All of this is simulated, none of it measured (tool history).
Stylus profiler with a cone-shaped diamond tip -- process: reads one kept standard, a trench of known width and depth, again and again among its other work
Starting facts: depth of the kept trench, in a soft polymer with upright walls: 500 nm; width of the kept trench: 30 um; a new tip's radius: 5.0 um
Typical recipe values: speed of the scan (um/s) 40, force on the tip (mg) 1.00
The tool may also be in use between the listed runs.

run	hour	speed of the scan (um/s)	force on the tip (mg)	depth of the trench (Å)	width of the trench's floor (um)
1	0.0	40	1.00	5028.1	23.44
2	54.0	40	1.00	5027.2	23.34
3	81.6	40	1.00	5026.4	23.35
4	124.5	40	1.00	5027.4	23.41
5	188.9	40	1.00	5028.0	23.32
6	237.1	40	1.00	5026.9	23.29
7	287.1	40	1.00	5026.2	23.26
8	349.4	40	2.09	5047.5	23.37
9	385.2	40	2.09	5047.4	23.24
10	437.2	40	0.73	5018.9	23.09
11	471.4	58	0.73	5019.3	22.92
12	530.7	58	0.73	5018.1	22.88
13	574.6	58	0.73	5017.4	22.95
14	614.1	58	0.73	5017.7	22.86
# hour 666.9: height scale calibrated on a step standard
15	666.9	58	2.58	5049.8	23.08
16	697.4	43	1.00	5017.3	22.98
17	748.0	40	2.63	5049.4	23.10
18	792.3	105	0.68	5010.0	22.38
19	833.5	47	1.31	5023.7	22.87
20	862.3	14	0.72	5011.0	23.00
21	920.2	18	0.47	5003.8	23.03
22	958.0	48	1.07	5017.2	22.82
# hour 972.3: height scale calibrated on a step standard, once more
23	990.9	52	1.04	5037.9	22.74
24	1044.2	20	1.80	5052.8	23.02
25	1097.7	11	1.59	5049.2	22.98
26	1144.3	11	1.59	5048.4	22.98
27	1179.7	104	1.20	5040.2	22.39
28	1209.9	31	1.02	5035.2	22.73
29	1275.1	59	0.61	5024.5	22.49
30	1304.1	59	0.61	5022.5	22.42
31	1332.5	18	0.61	5024.2	22.76
32	1392.0	18	0.61	5023.5	22.73
33	1455.5	18	0.61	5023.5	22.68
34	1486.7	30	0.47	5018.8	22.51

Hidden state or all else? Some run-to-run changes of depth of the trench (Å), split into what the settings, what came in and random variation would give without the hidden state, and what is left for the hidden state (with any gauge scatter that isn't in both results):
Hidden state at play: radius of the tip, um; height scale over the true one, %; drift of the gauge itself on depth_nm, %; drift of the gauge itself on floor_um, %.
Run 4 -> 5: no setting changed, nothing entered. depth of the trench (Å) +0.6: hidden state -0.5, all else +1.1.
Run 14 -> 15: force on the tip (mg) 0.73 -> 2.58, height scale calibrated on a step standard. depth of the trench (Å) +32.1: hidden state -6.4, all else +38.5.
Run 15 -> 16: speed of the scan (um/s) 58 -> 43, force on the tip (mg) 2.58 -> 1.00. depth of the trench (Å) -32.5: hidden state +0.0, all else -32.5.
Run 17 -> 18: speed of the scan (um/s) 40 -> 105, force on the tip (mg) 2.63 -> 0.68. depth of the trench (Å) -39.4: hidden state -0.2, all else -39.2.
Run 22 -> 23: speed of the scan (um/s) 48 -> 52, force on the tip (mg) 1.07 -> 1.04, height scale calibrated on a step standard, once more. depth of the trench (Å) +20.7: hidden state +19.5, all else +1.2.
